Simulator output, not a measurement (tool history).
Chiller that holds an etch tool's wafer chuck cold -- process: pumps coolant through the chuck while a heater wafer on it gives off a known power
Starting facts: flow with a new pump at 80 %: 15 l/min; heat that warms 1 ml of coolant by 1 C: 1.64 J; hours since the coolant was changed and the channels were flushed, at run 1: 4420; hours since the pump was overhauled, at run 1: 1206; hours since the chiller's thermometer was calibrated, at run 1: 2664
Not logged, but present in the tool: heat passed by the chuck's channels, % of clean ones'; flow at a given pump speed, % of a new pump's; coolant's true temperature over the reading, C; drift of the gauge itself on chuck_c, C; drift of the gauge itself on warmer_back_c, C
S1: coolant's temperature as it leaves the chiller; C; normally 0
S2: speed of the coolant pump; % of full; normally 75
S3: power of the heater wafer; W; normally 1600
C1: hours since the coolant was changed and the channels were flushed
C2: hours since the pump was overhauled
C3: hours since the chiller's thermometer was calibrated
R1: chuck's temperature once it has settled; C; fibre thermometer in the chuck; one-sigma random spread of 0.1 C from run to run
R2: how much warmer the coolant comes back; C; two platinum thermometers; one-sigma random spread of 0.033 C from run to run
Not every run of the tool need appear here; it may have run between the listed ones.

run,hour,S1,S2,S3,C1,C2,C3,R1,R2
1,0,0,75,1600,4420,1206,2664,17.3,4.33
2,156.6,0,75,1600,4577,1363,2820,17.2,4.39
3,331.8,0,75,1033,4752,1538,2995,11,2.88
4,448.4,0,75,1033,4869,1655,3112,10.9,2.86
5,579.2,0,75,1033,4999,1786,3243,11,2.85
6,796.9,0,75,1033,5217,2003,3460,11.2,2.82
7,910,0,76,1033,5330,2116,3573,11.1,2.89
8,1066.5,0,75,1600,5487,2273,3730,17.7,4.45
9,1175.1,0,81,1600,5595,2382,3839,16.8,4.14
10,1319.2,2,75,1600,5739,2526,3983,19.9,4.51
# hour 1376.1: chiller's thermometer calibrated
11,1492.6,2,75,1600,5912,2698,116,20.5,4.56
12,1596.2,0,75,1600,6015,2802,220,18.5,4.56
# hour 1722.8: coolant changed, channels flushed
13,1738.1,0,75,1600,15,2938,356,16.8,4.62
14,1856.2,0,75,1600,133,3056,474,16.8,4.51
15,1952.9,0,75,1600,230,3152,571,16.9,4.66
16,2153.8,0,64,1600,431,3353,772,18.4,5.44
17,2338,0,98,1600,615,3537,956,14.6,3.45
18,2429.2,0,98,1600,706,3629,1047,14.7,3.55
19,2528.7,-2,98,1727,806,3728,1147,13.9,3.81
20,2718.7,0,70,842,996,3918,1337,9.2,2.63
21,2905.7,0,75,1489,1183,4105,1524,16.1,4.41
22,3046.4,0,75,1489,1324,4246,1664,16,4.44
23,3169.5,-5,70,1489,1447,4369,1787,11.8,4.81
24,3296.8,-1,71,2002,1574,4496,1915,21.6,6.38
25,3458.8,9,68,2258,1736,4658,2077,35.3,7.57
26,3587.9,9,68,2258,1865,4787,2206,35.1,7.58
27,3774.1,9,68,2258,2051,4973,2392,35.4,7.66
28,3988.2,-1,68,1600,2265,5188,2606,17.6,5.37
29,4194.7,6,60,1262,2472,5394,2813,21.8,4.96
30,4307,6,60,1262,2584,5506,2925,21.7,4.99
31,4519,6,60,1262,2796,5718,3137,21.8,5
32,4678.6,6,60,1262,2956,5878,3297,21.9,5.04

Hidden condition of the tool, last listed run before each entry between runs versus first listed run after:
Run 10 -> run 11: chiller's thermometer calibrated (hour 1376.1)
  heat passed by the chuck's channels, % of clean ones': 89.1 -> 88.8; flow at a given pump speed, % of a new pump's: 92.5 -> 92; coolant's true temperature over the reading, C: -0.62 -> -0.06
  what was measured, less what the result would be without the hidden state, R1: +1.7 -> +2.4 C; R2: +0.33 -> +0.36 C
Run 12 -> run 13: coolant changed, channels flushed (hour 1722.8)
  heat passed by the chuck's channels, % of clean ones': 88.6 -> 99.7; flow at a given pump speed, % of a new pump's: 91.8 -> 91.4; coolant's true temperature over the reading, C: -0.07 -> -0.09
  what was measured, less what the result would be without the hidden state, R1: +2.4 -> +0.7 C; R2: +0.38 -> +0.39 C
